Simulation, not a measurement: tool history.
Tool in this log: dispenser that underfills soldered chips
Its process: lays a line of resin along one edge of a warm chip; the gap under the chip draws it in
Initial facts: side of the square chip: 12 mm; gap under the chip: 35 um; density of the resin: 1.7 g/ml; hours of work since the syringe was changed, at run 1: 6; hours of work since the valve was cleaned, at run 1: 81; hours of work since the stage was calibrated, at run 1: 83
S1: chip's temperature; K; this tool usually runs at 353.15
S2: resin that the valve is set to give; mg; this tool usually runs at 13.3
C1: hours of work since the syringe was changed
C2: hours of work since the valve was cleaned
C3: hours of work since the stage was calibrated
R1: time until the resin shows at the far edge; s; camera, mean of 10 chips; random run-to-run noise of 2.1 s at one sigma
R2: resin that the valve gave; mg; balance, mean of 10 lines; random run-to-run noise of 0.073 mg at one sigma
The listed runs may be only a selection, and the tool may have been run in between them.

Run 1, hour 0: usual settings; C1 6; C2 81; C3 83. Result: R1 326.4 s, R2 12.89 mg.
Run 2, hour 4.6: usual settings; C1 9; C2 84; C3 87. Result: R1 444.1 s, R2 12.74 mg.
At hour 7.1: new syringe of resin.
Run 3, hour 10.6: usual settings; C1 3; C2 89; C3 92. Result: R1 258.9 s, R2 12.8 mg.
Run 4, hour 14.1: usual settings but S2 11.8 mg; C1 6; C2 92; C3 94. Result: R1 330.6 s, R2 11.43 mg.
Run 5, hour 17.2: usual settings but S2 12.2 mg; C1 8; C2 94; C3 97. Result: R1 404 s, R2 11.76 mg.
Run 6, hour 20.1: usual settings but S2 12.2 mg; C1 10; C2 96; C3 99. Result: R1 483.4 s, R2 11.67 mg.
At hour 21: new syringe of resin.
Run 7, hour 24.2: usual settings but S2 12.2 mg; C1 3; C2 100; C3 102. Result: R1 259 s, R2 11.84 mg.
Run 8, hour 29.7: usual settings but S2 12.2 mg; C1 7; C2 104; C3 107. Result: R1 370.7 s, R2 11.71 mg.
At hour 35.1: new syringe of resin.
Run 9, hour 35.8: usual settings but S2 15.8 mg; C1 1; C2 108; C3 111. Result: R1 206.1 s, R2 15 mg.
Run 10, hour 41.1: usual settings but S1 340.15 K; C1 5; C2 113; C3 115. Result: R1 454.1 s, R2 12.75 mg.
Run 11, hour 46.3: usual settings but S1 340.15 K; C1 9; C2 117; C3 120. Result: R1 647.8 s, R2 12.71 mg.
At hour 49.3: new syringe of resin.
Run 12, hour 52.1: usual settings but S1 340.15 K; C1 2; C2 121; C3 124. Result: R1 367.6 s, R2 12.63 mg.

The next listed run, before its measurement:
Run 13, hour 55.1: usual settings but S2 13.9 mg; C1 5; C2 124; C3 126. Result: R1 ?, R2 ?.

For run 13 the tool returned R1 288.7 s, R2 13.3 mg.
Without the tool's hidden state the same run would have given R1 202.1 s, R2 14.02 mg.

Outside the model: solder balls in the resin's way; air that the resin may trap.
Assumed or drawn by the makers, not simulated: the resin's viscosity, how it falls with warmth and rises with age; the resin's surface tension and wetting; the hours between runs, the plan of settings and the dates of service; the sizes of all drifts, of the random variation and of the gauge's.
